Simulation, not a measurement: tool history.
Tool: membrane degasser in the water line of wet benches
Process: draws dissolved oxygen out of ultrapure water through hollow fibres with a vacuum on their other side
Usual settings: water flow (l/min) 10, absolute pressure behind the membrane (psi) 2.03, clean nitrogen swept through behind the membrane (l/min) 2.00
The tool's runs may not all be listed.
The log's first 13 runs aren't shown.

| run | hour | water flow (l/min) | absolute pressure behind the membrane (psi) | clean nitrogen swept through behind the membrane (l/min) | hours since the membrane was changed | hours since the vacuum gauge was calibrated | hours since the vacuum lines were made tight | dissolved oxygen in the water behind the degasser (ppb) | pressure that the water loses in the fibres (psi) |
|---|---|---|---|---|---|---|---|---|---|
| 14 | 2977.2 | 10 | 2.03 | 2.00 | 5484 | 1566 | 2752 | 229.1 | 9.644 |
| 15 | 3152.1 | 10 | 2.03 | 2.00 | 5659 | 1741 | 2927 | 230.6 | 9.660 |
| 16 | 3392.6 | 10 | 2.03 | 2.00 | 5899 | 1981 | 3168 | 230.5 | 9.684 |
| 17 | 3537.7 | 10 | 2.03 | 2.00 | 6044 | 2126 | 3313 | 234.8 | 9.675 |
| 18 | 3719.2 | 10 | 3.28 | 2.00 | 6226 | 2308 | 3495 | 338.5 | 9.706 |
| 19 | 3899.8 | 10 | 3.28 | 2.00 | 6406 | 2488 | 3675 | 334.8 | 9.720 |
| 20 | 4081.8 | 6 | 3.39 | 2.00 | 6588 | 2670 | 3857 | 174.1 | 5.887 |
|  | 4263.4 | seals of the vacuum lines changed |
| 21 | 4343.6 | 9 | 2.03 | 2.00 | 6848 | 2930 | 80 | 182.0 | 8.810 |
| 22 | 4576.2 | 6 | 1.46 | 2.76 | 7081 | 3163 | 313 | 47.5 | 5.871 |
| 23 | 4804.8 | 8 | 2.03 | 1.21 | 7309 | 3391 | 541 | 212.5 | 7.942 |
| 24 | 5104.0 | 10 | 2.67 | 1.13 | 7608 | 3691 | 841 | 413.5 | 9.844 |
| 25 | 5342.2 | 12 | 2.67 | 3.89 | 7847 | 3929 | 1079 | 310.0 | 11.864 |
| 26 | 5484.0 | 9 | 2.34 | 1.42 | 7988 | 4071 | 1221 | 266.4 | 8.898 |
| 27 | 5749.8 | 9 | 2.34 | 1.42 | 8254 | 4336 | 1486 | 269.1 | 8.952 |
|  | 5830.3 | vacuum gauge calibrated |
| 28 | 5889.8 | 13 | 1.51 | 1.42 | 8394 | 60 | 1626 | 405.2 | 12.926 |
| 29 | 6023.6 | 11 | 3.13 | 3.02 | 8528 | 193 | 1760 | 311.3 | 10.963 |
| 30 | 6205.8 | 15 | 3.13 | 2.47 | 8710 | 375 | 1942 | 632.0 | 14.930 |
| 31 | 6349.0 | 10 | 4.66 | 3.84 | 8853 | 519 | 2085 | 293.1 | 10.012 |
| 32 | 6498.1 | 11 | 3.92 | 2.02 | 9002 | 668 | 2234 | 453.2 | 10.974 |
| 33 | 6744.2 | 8 | 1.71 | 2.02 | 9248 | 914 | 2480 | 132.4 | 8.018 |

3 ways to go on from here, each from the tool as it stands after run 33. What would each give?
|  | 6974.2 | membrane cartridge changed |
| A | 6974.9 | 6 | 3.70 | 4.79 | 1 | 1141 | 2707 | ? | ? |
|  | 6974.2 | membrane cartridge changed |
| B | 6974.9 | 10 | 3.54 | 2.91 | 1 | 1141 | 2707 | ? | ? |
|  | 6974.2 | membrane cartridge changed |
| C | 6974.9 | 12 | 2.03 | 2.00 | 1 | 1141 | 2707 | ? | ? |

| run | dissolved oxygen in the water behind the degasser (ppb) | pressure that the water loses in the fibres (psi) |
|---|---|---|
| A | 79.0 | 5.514 |
| B | 256.5 | 9.163 |
| C | 300.4 | 11.016 |
Without the tool's hidden state the same runs would have given:
| run | dissolved oxygen in the water behind the degasser (ppb) | pressure that the water loses in the fibres (psi) |
|---|---|---|
| A | 73.1 | 5.514 |
| B | 247.9 | 9.163 |
| C | 294.3 | 11.016 |

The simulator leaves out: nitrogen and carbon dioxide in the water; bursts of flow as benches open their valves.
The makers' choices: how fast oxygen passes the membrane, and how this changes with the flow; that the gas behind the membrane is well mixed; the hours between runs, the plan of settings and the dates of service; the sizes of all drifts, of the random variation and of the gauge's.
